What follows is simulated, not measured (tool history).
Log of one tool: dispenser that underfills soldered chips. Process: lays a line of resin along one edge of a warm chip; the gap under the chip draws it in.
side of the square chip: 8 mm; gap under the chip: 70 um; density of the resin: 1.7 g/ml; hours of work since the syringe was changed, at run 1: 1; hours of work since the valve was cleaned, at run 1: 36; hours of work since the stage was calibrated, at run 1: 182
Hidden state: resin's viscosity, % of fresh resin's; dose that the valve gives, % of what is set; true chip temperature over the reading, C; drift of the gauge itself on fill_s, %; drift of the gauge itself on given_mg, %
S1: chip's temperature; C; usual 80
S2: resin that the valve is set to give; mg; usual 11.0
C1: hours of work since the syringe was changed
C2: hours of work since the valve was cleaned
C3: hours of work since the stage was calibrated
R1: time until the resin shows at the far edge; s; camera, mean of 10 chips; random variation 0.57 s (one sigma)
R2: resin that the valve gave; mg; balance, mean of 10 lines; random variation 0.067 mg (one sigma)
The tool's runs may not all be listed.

Run 1, day 0.000: usual settings; C1 1; C2 36; C3 182. Result: R1 51.3 s, R2 10.42 mg.
Run 2, day 0.304: usual settings; C1 6; C2 40; C3 187. Result: R1 72.7 s, R2 10.53 mg.
At day 0.675: new syringe of resin.
Run 3, day 0.679: usual settings; C1 0; C2 46; C3 193. Result: R1 46.3 s, R2 10.53 mg.
Run 4, day 1.133: usual settings; C1 7; C2 53; C3 200. Result: R1 77.9 s, R2 10.46 mg.
Run 5, day 1.342: usual settings; C1 10; C2 56; C3 203. Result: R1 97.9 s, R2 10.47 mg.
At day 1.421: new syringe of resin.
Run 6, day 1.608: usual settings; C1 3; C2 60; C3 207. Result: R1 56.0 s, R2 10.27 mg.
Run 7, day 1.896: usual settings; C1 7; C2 65; C3 211. Result: R1 79.5 s, R2 10.26 mg.
At day 2.183: new syringe of resin.
Run 8, day 2.233: usual settings; C1 1; C2 70; C3 216. Result: R1 49.7 s, R2 10.16 mg.
Run 9, day 2.525: usual settings but S1 67 C; C1 5; C2 74; C3 221. Result: R1 117.4 s, R2 10.23 mg.
At day 2.933: new syringe of resin.
Run 10, day 2.979: usual settings but S1 67 C; C1 1; C2 81; C3 228. Result: R1 82.9 s, R2 10.13 mg.
Run 11, day 3.233: usual settings but S1 67 C; C1 5; C2 85; C3 232. Result: R1 110.8 s, R2 10.00 mg.
Run 12, day 3.429: usual settings but S1 67 C; C1 8; C2 88; C3 235. Result: R1 140.6 s, R2 10.03 mg.
At day 3.708: new syringe of resin.
Run 13, day 3.862: usual settings but S1 67 C; C1 2; C2 95; C3 241. Result: R1 95.1 s, R2 9.96 mg.
Run 14, day 4.192: usual settings but S1 67 C; C1 7; C2 100; C3 246. Result: R1 142.6 s, R2 9.97 mg.
At day 4.458: new syringe of resin.
Run 15, day 4.538: usual settings but S1 67 C; C1 1; C2 105; C3 252. Result: R1 87.3 s, R2 9.93 mg.
Run 16, day 4.825: usual settings but S1 67 C; C1 6; C2 109; C3 256. Result: R1 121.3 s, R2 9.72 mg.
At day 5.212: new syringe of resin.
Run 17, day 5.283: usual settings but S1 67 C; C1 1; C2 116; C3 263. Result: R1 85.4 s, R2 9.63 mg.
Run 18, day 5.671: usual settings but S1 67 C; C1 7; C2 122; C3 269. Result: R1 134.4 s, R2 9.75 mg.
At day 5.983: new syringe of resin.
Run 19, day 6.067: usual settings but S1 88 C; C1 1; C2 128; C3 275. Result: R1 36.8 s, R2 9.66 mg.
Run 20, day 6.392: usual settings but S1 79 C, S2 11.8 mg; C1 6; C2 133; C3 280. Result: R1 73.6 s, R2 10.30 mg.
At day 6.750: new syringe of resin.
Run 21, day 6.750: usual settings but S1 65 C, S2 13.0 mg; C1 0; C2 139; C3 285. Result: R1 83.7 s, R2 11.31 mg.
Run 22, day 7.029: usual settings but S2 12.5 mg; C1 4; C2 143; C3 290. Result: R1 61.8 s, R2 10.74 mg.
Run 23, day 7.404: usual settings but S2 12.5 mg; C1 10; C2 149; C3 295. Result: R1 94.9 s, R2 10.64 mg.
At day 7.471: dispensing valve cleaned and set on the balance.
At day 7.542: new syringe of resin.
Run 24, day 7.733: usual settings but S1 89 C, S2 11.6 mg; C1 3; C2 4; C3 300. Result: R1 37.2 s, R2 11.58 mg.
Run 25, day 7.979: usual settings but S1 89 C, S2 11.6 mg; C1 7; C2 8; C3 304. Result: R1 51.2 s, R2 11.52 mg.
Run 26, day 8.171: usual settings but S1 89 C, S2 11.6 mg; C1 10; C2 11; C3 307. Result: R1 62.8 s, R2 11.58 mg.
At day 8.292: new syringe of resin.
Run 27, day 8.617: usual settings but S1 85 C, S2 12.5 mg; C1 5; C2 17; C3 313. Result: R1 52.1 s, R2 12.20 mg.
Run 28, day 8.829: usual settings but S1 74 C, S2 12.0 mg; C1 8; C2 21; C3 317. Result: R1 103.8 s, R2 11.78 mg.
At day 9.058: new syringe of resin.
Run 29, day 9.258: usual settings but S1 93 C, S2 9.3 mg; C1 3; C2 27; C3 323. Result: R1 35.4 s, R2 9.13 mg.
Run 30, day 9.600: usual settings but S1 94 C, S2 9.9 mg; C1 8; C2 32; C3 328. Result: R1 50.5 s, R2 9.73 mg.
At day 9.829: new syringe of resin.
Run 31, day 10.004: usual settings but S1 69 C, S2 13.4 mg; C1 3; C2 39; C3 334. Result: R1 82.8 s, R2 13.06 mg.
Run 32, day 10.288: usual settings but S2 11.5 mg; C1 7; C2 43; C3 339. Result: R1 75.7 s, R2 11.01 mg.
Run 33, day 10.538: usual settings but S2 11.5 mg; C1 11; C2 47; C3 343. Result: R1 100.5 s, R2 10.92 mg.
At day 10.583: new syringe of resin.
Run 34, day 10.867: usual settings but S1 74 C, S2 11.7 mg; C1 4; C2 52; C3 348. Result: R1 77.8 s, R2 11.12 mg.
Run 35, day 11.133: usual settings but S1 74 C, S2 11.7 mg; C1 9; C2 56; C3 352. Result: R1 107.3 s, R2 11.04 mg.
At day 11.358: new syringe of resin.
Run 36, day 11.488: usual settings but S1 93 C, S2 13.6 mg; C1 2; C2 61; C3 357. Result: R1 29.8 s, R2 12.83 mg.
Run 37, day 11.833: usual settings but S2 10.9 mg; C1 7; C2 67; C3 362. Result: R1 77.2 s, R2 10.22 mg.

Measured less the same run without the tool's hidden state. The same run-to-run variation is in both; the gauge's scatter may not be:
run     R1     R2
  1   +2.4  -0.39
  2  +24.0  -0.44
  3   -2.3  -0.51
  4  +29.8  -0.58
  5  +50.3  -0.63
  6   +8.5  -0.66
  7  +31.1  -0.71
  8   +1.1  -0.75
  9  +35.5  -0.81
 10   -0.3  -0.88
 11  +28.2  -0.93
 12  +57.1  -0.96
 13  +12.1  -1.02
 14  +57.2  -1.09
 15   +3.7  -1.15
 16  +38.4  -1.18
 17   +2.8  -1.25
 18  +51.4  -1.33
 19   +1.8  -1.39
 20  +24.8  -1.55
 21   -5.7  -1.78
 22  +14.5  -1.76
 23  +47.9  -1.82
 24   +5.2  -0.05
 25  +17.9  -0.09
 26  +30.1  -0.13
 27  +13.5  -0.22
 28  +43.5  -0.24
 29   +5.4  -0.25
 30  +21.5  -0.31
 31   +9.1  -0.50
 32  +27.7  -0.47
 33  +52.7  -0.51
 34  +16.7  -0.57
 35  +45.4  -0.62
 36   +2.1  -0.79
 37  +29.1  -0.68

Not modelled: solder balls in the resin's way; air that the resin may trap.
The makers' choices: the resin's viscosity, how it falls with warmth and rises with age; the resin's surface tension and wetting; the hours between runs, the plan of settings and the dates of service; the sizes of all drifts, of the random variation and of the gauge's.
